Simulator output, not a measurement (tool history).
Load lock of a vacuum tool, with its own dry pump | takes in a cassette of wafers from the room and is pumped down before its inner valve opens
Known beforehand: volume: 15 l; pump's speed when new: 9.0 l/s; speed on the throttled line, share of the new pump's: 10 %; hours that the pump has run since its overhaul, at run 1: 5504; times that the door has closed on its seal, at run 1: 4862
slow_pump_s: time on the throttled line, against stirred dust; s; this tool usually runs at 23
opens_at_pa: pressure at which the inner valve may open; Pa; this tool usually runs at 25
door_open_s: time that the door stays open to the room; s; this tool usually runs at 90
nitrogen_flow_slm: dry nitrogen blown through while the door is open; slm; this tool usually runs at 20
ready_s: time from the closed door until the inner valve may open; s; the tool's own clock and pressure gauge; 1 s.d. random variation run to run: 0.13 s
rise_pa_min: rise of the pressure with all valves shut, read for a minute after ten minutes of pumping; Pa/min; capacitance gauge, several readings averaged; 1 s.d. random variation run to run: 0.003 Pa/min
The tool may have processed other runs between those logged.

run     hour  slow_pump_s  opens_at_pa  door_open_s  nitrogen_flow_slm  hours that the pump has run since its overhaul  times that the door has closed on its seal  incoming humidity of the room's air, %  ready_s  rise_pa_min
  1      0.0           23           25           90                 20                                            5504                                        4862                                    45.1     35.6        0.051
  2    480.7           23           25           90                 20                                            5985                                        6325                                    42.0     35.7        0.053
  3    869.4           13           25           90                 20                                            6374                                        7508                                    44.7     26.9        0.055
  4   1344.2           13           25           90                 20                                            6849                                        8954                                    46.8     26.7        0.055
  5   1808.6           13           25           90                 20                                            7313                                       10368                                    46.8     27.2        0.061
  6   2242.4           13           25           90                 20                                            7747                                       11688                                    42.4     27.1        0.058
  7   2531.8           13           25           90                 20                                            8036                                       12569                                    42.8     27.3        0.056
  8   2798.2           13           25           90                 20                                            8302                                       13380                                    45.2     27.3        0.068
  9   3124.5           13           25           90                 20                                            8629                                       14374                                    48.8     27.3        0.061
 10   3381.0           13           25           90                 20                                            8885                                       15154                                    44.6     27.3        0.064
 11   3949.2           13           25           90                 20                                            9454                                       16884                                    48.4     27.3        0.069
 12   4270.8           13           25           90                 20                                            9775                                       17863                                    42.1     27.6        0.063
 13   4596.1           13           25           90                 20                                           10100                                       18854                                    45.6     27.4        0.071
 14   5152.5           23           45           90                 20                                           10657                                       20547                                    45.6     35.2        0.078
 15   5600.5           23           25           90                 20                                           11105                                       21911                                    44.5     36.8        0.078
 16   5888.6           23           25           90                 20                                           11393                                       22788                                    43.7     36.7        0.074
 17   6232.7           23           25           90                 20                                           11737                                       23836                                    45.9     36.7        0.076
 18   6494.3           23           37           90                 20                                           11999                                       24632                                    46.9     36.2        0.088
      6527.5  -- dry pump taken out, an overhauled one fitted
 19   6893.7           18           27           38                 20                                             366                                       25830                                    45.6     30.3        0.077
 20   7187.0           14           48           37                 15                                             659                                       26723                                    46.6     25.7        0.080
 21   7425.2           14           49           91                 15                                             898                                       27448                                    43.0     25.7        0.096
 22   7777.0           23           33          136                 20                                            1250                                       28519                                    43.1     34.5        0.099
 23   8058.4           23           22          136                 20                                            1531                                       29376                                    45.6     35.7        0.103
 24   8479.1           23           29          136                 20                                            1952                                       30656                                    45.1     35.1        0.104
 25   8983.0           16           39          100                 37                                            2456                                       32190                                    43.0     28.2        0.091
 26   9313.1           16           39          100                 37                                            2786                                       33195                                    46.4     28.3        0.094
 27   9846.7           16           39          100                 37                                            3319                                       34820                                    48.6     28.4        0.097
 28  10165.7           23           25          119                 20                                            3638                                       35791                                    42.2     35.4        0.116

Run 29 comes next. What will it give?
 29  10487.6           23           23           85                 20                                            3960                                       36771                                    45.1        ?            ?

ready_s: 35.7 s
rise_pa_min: 0.112 Pa/min
The same run, on a tool lacking any hidden state, would have yielded ready_s 35.0 s, rise_pa_min 0.045 Pa/min.

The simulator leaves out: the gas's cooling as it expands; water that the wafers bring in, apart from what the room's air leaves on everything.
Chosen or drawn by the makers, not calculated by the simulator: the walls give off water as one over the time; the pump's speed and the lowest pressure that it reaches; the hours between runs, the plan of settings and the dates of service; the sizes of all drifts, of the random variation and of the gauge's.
